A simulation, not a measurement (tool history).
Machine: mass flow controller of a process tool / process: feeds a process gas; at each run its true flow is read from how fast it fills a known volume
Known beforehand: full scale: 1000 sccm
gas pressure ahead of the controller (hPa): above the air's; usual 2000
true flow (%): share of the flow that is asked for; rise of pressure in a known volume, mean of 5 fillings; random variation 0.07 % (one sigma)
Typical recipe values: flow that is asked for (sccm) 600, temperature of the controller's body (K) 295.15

| run | hour | flow that is asked for (sccm) | gas pressure ahead of the controller (hPa) | temperature of the controller's body (K) | true flow (%) |
|---|---|---|---|---|---|
| 1 | 0 | 600 | 2000 | 295.15 | 100.24 |
| 2 | 167.2 | 600 | 2000 | 295.15 | 100.14 |
| 3 | 359.7 | 600 | 2400 | 295.15 | 100.02 |
| 4 | 494.2 | 600 | 2580 | 295.15 | 100 |
| 5 | 705.4 | 600 | 2580 | 295.15 | 100.07 |
| 6 | 912.6 | 600 | 2580 | 295.15 | 99.93 |
| 7 | 1037 | 600 | 2580 | 295.15 | 100.01 |
| 8 | 1204.3 | 600 | 2580 | 295.15 | 100.16 |
| 9 | 1373.3 | 600 | 2440 | 295.15 | 100.11 |
|  | 1390.4 | controller's zero set anew |
| 10 | 1564.1 | 600 | 2440 | 295.15 | 99.83 |
| 11 | 1788.7 | 600 | 2440 | 295.15 | 99.89 |
| 12 | 1919.8 | 600 | 2440 | 295.15 | 99.73 |
| 13 | 2062.8 | 750 | 2240 | 295.15 | 100.56 |
| 14 | 2185 | 750 | 1990 | 304.15 | 100.39 |
| 15 | 2391.4 | 161 | 1990 | 304.15 | 94.9 |
| 16 | 2619.6 | 600 | 2270 | 299.15 | 99.81 |
| 17 | 2857.8 | 100 | 2000 | 295.15 | 91.59 |
|  | 2880.2 | controller's zero set anew, once more |
| 18 | 3068.6 | 100 | 2000 | 295.15 | 99.98 |
| 19 | 3317.4 | 359 | 2000 | 295.15 | 100.96 |
| 20 | 3465.4 | 634 | 2330 | 300.15 | 101.34 |
| 21 | 3671.6 | 742 | 1460 | 302.15 | 101.98 |
| 22 | 3827.8 | 321 | 1740 | 294.15 | 100.92 |
| 23 | 4017.8 | 748 | 1770 | 311.15 | 101.65 |
| 24 | 4187 | 199 | 2000 | 306.15 | 99.99 |

Forecast each of these 4 alternatives for the next run:
| A | 4405.9 | 235 | 1410 | 306.15 | ? |
| B | 4405.9 | 443 | 1680 | 294.15 | ? |
| C | 4405.9 | 600 | 2480 | 299.15 | ? |
| D | 4405.9 | 158 | 1520 | 303.15 | ? |

| run | true flow (%) |
|---|---|
| A | 100.34 |
| B | 101.39 |
| C | 101.37 |
| D | 100.11 |
Take away the tool's hidden state, keep each run's random variation, and the runs would have read:
| run | true flow (%) |
|---|---|
| A | 97.93 |
| B | 98.81 |
| C | 98.74 |
| D | 97.87 |
